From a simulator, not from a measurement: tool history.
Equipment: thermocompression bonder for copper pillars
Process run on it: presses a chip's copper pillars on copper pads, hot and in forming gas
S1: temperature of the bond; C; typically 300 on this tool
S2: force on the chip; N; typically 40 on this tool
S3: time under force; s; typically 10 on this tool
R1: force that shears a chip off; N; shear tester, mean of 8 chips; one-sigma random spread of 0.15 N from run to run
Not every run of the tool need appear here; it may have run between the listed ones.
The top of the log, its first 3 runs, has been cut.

run 4 hour=69.1 | S1=300 S2=40 S3=10 | R1=35.8
run 5 hour=92.3 | S1=300 S2=40 S3=10 | R1=35
run 6 hour=105.1 | S1=300 S2=40 S3=10 | R1=35.2
run 7 hour=120 | S1=300 S2=40 S3=10 | R1=35.1
run 8 hour=137.8 | S1=300 S2=40 S3=10 | R1=35.1
-- hour=153.2 forming gas filter changed
run 9 hour=165 | S1=300 S2=40 S3=10 | R1=37.3
run 10 hour=183.3 | S1=300 S2=40 S3=10 | R1=36.9
run 11 hour=200 | S1=300 S2=40 S3=10 | R1=37.1
run 12 hour=224.4 | S1=300 S2=40 S3=10 | R1=37.1
run 13 hour=247.2 | S1=300 S2=40 S3=10 | R1=36.6
run 14 hour=258.3 | S1=300 S2=40 S3=10 | R1=36.7
run 15 hour=279.4 | S1=300 S2=40 S3=8 | R1=33.7
run 16 hour=294.6 | S1=321 S2=40 S3=10 | R1=45
run 17 hour=306.3 | S1=321 S2=40 S3=10 | R1=44.9
run 18 hour=324.6 | S1=321 S2=40 S3=10 | R1=44.5
-- hour=337.3 heater calibrated with a thermocouple chip
run 19 hour=349.2 | S1=321 S2=40 S3=10 | R1=46.3
run 20 hour=360.7 | S1=300 S2=33 S3=10 | R1=32.5
run 21 hour=371.6 | S1=300 S2=40 S3=16 | R1=44.8
run 22 hour=397.3 | S1=296 S2=53 S3=19 | R1=55.5
run 23 hour=422.7 | S1=313 S2=40 S3=6 | R1=35.3
run 24 hour=442.1 | S1=300 S2=27 S3=8 | R1=24.6
run 25 hour=460.4 | S1=300 S2=27 S3=8 | R1=24.4

Expected results for the next run?
run 26 hour=472.8 | S1=300 S2=27 S3=8 | R1=?

Run 26 gave R1 24.6 N.
Minus the tool's unlogged condition, the same run would have read R1 24.8 N.
